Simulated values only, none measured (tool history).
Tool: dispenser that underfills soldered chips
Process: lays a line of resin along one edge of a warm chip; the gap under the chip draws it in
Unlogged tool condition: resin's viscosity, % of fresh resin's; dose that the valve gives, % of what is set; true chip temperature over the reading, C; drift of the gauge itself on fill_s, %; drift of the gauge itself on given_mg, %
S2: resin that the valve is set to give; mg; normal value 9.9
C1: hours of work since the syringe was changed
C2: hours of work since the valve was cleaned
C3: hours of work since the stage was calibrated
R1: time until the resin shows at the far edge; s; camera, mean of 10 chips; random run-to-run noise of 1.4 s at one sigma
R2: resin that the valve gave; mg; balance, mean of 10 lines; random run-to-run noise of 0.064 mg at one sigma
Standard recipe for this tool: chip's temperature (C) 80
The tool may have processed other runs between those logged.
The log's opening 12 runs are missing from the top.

run 13 day=4.421 | chip's_temperature_(C)=80 S2=9.9 | C1=9 C2=109 C3=97 | R1=292.3 R2=8.98
-- day=4.479 new syringe of resin
run 14 day=4.888 | chip's_temperature_(C)=80 S2=9.9 | C1=7 C2=117 C3=105 | R1=257.7 R2=8.96
-- day=5.012 new syringe of resin
run 15 day=5.238 | chip's_temperature_(C)=80 S2=9.9 | C1=4 C2=123 C3=111 | R1=199.9 R2=8.97
-- day=5.55 dispensing valve cleaned and set on the balance
-- day=5.6 new syringe of resin
run 16 day=5.762 | chip's_temperature_(C)=80 S2=9.9 | C1=3 C2=3 C3=119 | R1=181.4 R2=9.92
-- day=6.158 new syringe of resin
run 17 day=6.167 | chip's_temperature_(C)=82 S2=9.9 | C1=0 C2=10 C3=126 | R1=134.3 R2=9.93
run 18 day=6.454 | chip's_temperature_(C)=73 S2=9.03 | C1=5 C2=15 C3=131 | R1=308.9 R2=8.9
-- day=6.7 new syringe of resin
run 19 day=6.85 | chip's_temperature_(C)=80 S2=12.86 | C1=3 C2=22 C3=138 | R1=176.3 R2=12.51
-- day=7.238 new syringe of resin
run 20 day=7.283 | chip's_temperature_(C)=80 S2=12.86 | C1=1 C2=29 C3=145 | R1=152.6 R2=12.56
-- day=7.796 new syringe of resin
run 21 day=7.796 | chip's_temperature_(C)=80 S2=12.86 | C1=0 C2=38 C3=154 | R1=141.6 R2=12.41
run 22 day=8.008 | chip's_temperature_(C)=80 S2=12.86 | C1=4 C2=41 C3=157 | R1=187.1 R2=12.31
run 23 day=8.262 | chip's_temperature_(C)=80 S2=12.86 | C1=8 C2=46 C3=162 | R1=272.6 R2=12.4
-- day=8.358 new syringe of resin
run 24 day=8.496 | chip's_temperature_(C)=67 S2=12.06 | C1=2 C2=50 C3=165 | R1=310.6 R2=11.48
run 25 day=8.821 | chip's_temperature_(C)=67 S2=12.06 | C1=8 C2=55 C3=171 | R1=483.6 R2=11.52
-- day=8.904 new syringe of resin
run 26 day=9.346 | chip's_temperature_(C)=86 S2=10.72 | C1=8 C2=64 C3=180 | R1=209.6 R2=10.14
-- day=9.454 new syringe of resin
run 27 day=9.642 | chip's_temperature_(C)=94 S2=9.36 | C1=3 C2=69 C3=185 | R1=106.6 R2=8.73
-- day=9.988 new syringe of resin
run 28 day=10.112 | chip's_temperature_(C)=80 S2=11.92 | C1=2 C2=77 C3=193 | R1=172.4 R2=11.12
run 29 day=10.425 | chip's_temperature_(C)=65 S2=9.28 | C1=8 C2=82 C3=198 | R1=544 R2=8.61
-- day=10.542 new syringe of resin
run 30 day=10.846 | chip's_temperature_(C)=80 S2=10.97 | C1=5 C2=90 C3=205 | R1=222.3 R2=10.05
-- day=11.079 new syringe of resin
run 31 day=11.217 | chip's_temperature_(C)=89 S2=9.09 | C1=2 C2=96 C3=211 | R1=126.9 R2=8.33
-- day=11.621 new syringe of resin
run 32 day=11.708 | chip's_temperature_(C)=70 S2=11.51 | C1=1 C2=104 C3=220 | R1=256.1 R2=10.56

What if the next run were any one of these 3? Each begins from the tool's condition after run 32:
run A day=12.067 | chip's_temperature_(C)=81 S2=11.11 | C1=8 C2=110 C3=226 | R1=? R2=?
run B day=12.067 | chip's_temperature_(C)=71 S2=9.28 | C1=8 C2=110 C3=226 | R1=? R2=?
run C day=12.067 | chip's_temperature_(C)=67 S2=11.51 | C1=8 C2=110 C3=226 | R1=? R2=?

run=A R1=261.1 R2=10.09
run=B R1=413.3 R2=8.31
run=C R1=487.7 R2=10.25
With no hidden state in the tool, these same runs would have given:
run=A R1=128.2 R2=11.18
run=B R1=199.5 R2=9.23
run=C R1=238.1 R2=11.38
